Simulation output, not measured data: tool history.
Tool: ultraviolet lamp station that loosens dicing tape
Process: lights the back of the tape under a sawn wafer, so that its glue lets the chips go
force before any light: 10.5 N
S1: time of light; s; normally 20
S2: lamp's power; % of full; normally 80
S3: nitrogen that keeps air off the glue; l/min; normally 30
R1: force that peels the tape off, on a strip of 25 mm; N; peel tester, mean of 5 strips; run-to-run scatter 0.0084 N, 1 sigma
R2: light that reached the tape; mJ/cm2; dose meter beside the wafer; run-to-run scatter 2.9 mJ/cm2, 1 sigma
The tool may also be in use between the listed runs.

run 1 hour=0 | S1=20 S2=80 S3=30 | R1=0.379 R2=387
run 2 hour=21.2 | S1=20 S2=80 S3=30 | R1=0.406 R2=386
run 3 hour=37 | S1=20 S2=80 S3=30 | R1=0.395 R2=384
run 4 hour=50.6 | S1=20 S2=76 S3=30 | R1=0.433 R2=358
run 5 hour=70.5 | S1=20 S2=76 S3=30 | R1=0.45 R2=363
run 6 hour=89.5 | S1=20 S2=80 S3=25 | R1=0.465 R2=381
run 7 hour=102.4 | S1=20 S2=80 S3=30 | R1=0.404 R2=379
run 8 hour=112.7 | S1=20 S2=80 S3=30 | R1=0.391 R2=383
run 9 hour=134.4 | S1=20 S2=80 S3=30 | R1=0.404 R2=382
run 10 hour=157.2 | S1=20 S2=80 S3=30 | R1=0.417 R2=375
run 11 hour=181 | S1=20 S2=80 S3=30 | R1=0.421 R2=372
run 12 hour=199.1 | S1=20 S2=80 S3=30 | R1=0.419 R2=370
run 13 hour=217.6 | S1=20 S2=80 S3=30 | R1=0.403 R2=372
run 14 hour=240.2 | S1=20 S2=80 S3=30 | R1=0.424 R2=367
run 15 hour=253.7 | S1=20 S2=80 S3=30 | R1=0.427 R2=363
run 16 hour=267.2 | S1=20 S2=80 S3=30 | R1=0.451 R2=369
run 17 hour=288.2 | S1=20 S2=80 S3=30 | R1=0.428 R2=361
run 18 hour=301.6 | S1=20 S2=80 S3=30 | R1=0.436 R2=364
run 19 hour=315.8 | S1=20 S2=80 S3=30 | R1=0.451 R2=362
run 20 hour=333.9 | S1=20 S2=80 S3=30 | R1=0.442 R2=365
run 21 hour=347.7 | S1=20 S2=80 S3=30 | R1=0.497 R2=340
run 22 hour=365.7 | S1=29 S2=80 S3=30 | R1=0.264 R2=497
run 23 hour=386 | S1=14 S2=89 S3=13 | R1=1.71 R2=261
run 24 hour=405.9 | S1=14 S2=89 S3=13 | R1=1.733 R2=262
run 25 hour=421.9 | S1=14 S2=89 S3=13 | R1=1.727 R2=262
run 26 hour=435 | S1=12 S2=77 S3=30 | R1=1.569 R2=194
run 27 hour=454.7 | S1=12 S2=68 S3=13 | R1=2.721 R2=194
run 28 hour=477.8 | S1=39 S2=80 S3=30 | R1=0.212 R2=735
run 29 hour=502.1 | S1=20 S2=67 S3=40 | R1=0.475 R2=320
run 30 hour=512.5 | S1=20 S2=67 S3=40 | R1=0.459 R2=315
run 31 hour=534.5 | S1=20 S2=67 S3=50 | R1=0.417 R2=315
run 32 hour=544.6 | S1=20 S2=67 S3=50 | R1=0.419 R2=318
run 33 hour=563.4 | S1=20 S2=80 S3=47 | R1=0.317 R2=377
run 34 hour=578.7 | S1=19 S2=75 S3=47 | R1=0.369 R2=335
run 35 hour=601.6 | S1=20 S2=78 S3=14 | R1=0.919 R2=359
run 36 hour=624.4 | S1=13 S2=82 S3=9 | R1=2.422 R2=250
run 37 hour=643 | S1=22 S2=69 S3=26 | R1=0.515 R2=350
run 38 hour=662.2 | S1=13 S2=71 S3=12 | R1=2.508 R2=213
run 39 hour=680.2 | S1=11 S2=80 S3=30 | R1=1.498 R2=203
run 40 hour=696.2 | S1=37 S2=80 S3=30 | R1=0.207 R2=678
run 41 hour=706.9 | S1=20 S2=68 S3=10 | R1=1.577 R2=313
run 42 hour=718.3 | S1=36 S2=91 S3=55 | R1=0.197 R2=743

Taken out of this log: 2 entries between the listed runs. Where each belongs, and how the hidden state differs across it:
Between runs 20 and 21: window cleaned of glue's vapour (hour 346.6)
  lamp's light, % of a new lamp's: 93.7 -> 93.5; light that the window lets through, % of a clean one's: 92.5 -> 87.6
  measured value less the no-hidden-state value, R1: +0.109 -> +0.164 N; R2: -56 -> -75 mJ/cm2
Between runs 26 and 27: window cleaned of glue's vapour, once more (hour 454.7)
  lamp's light, % of a new lamp's: 92.3 -> 92.1; light that the window lets through, % of a clean one's: 87 -> 100
  measured value less the no-hidden-state value, R1: +0.534 -> +0.29 N; R2: -47 -> -17 mJ/cm2
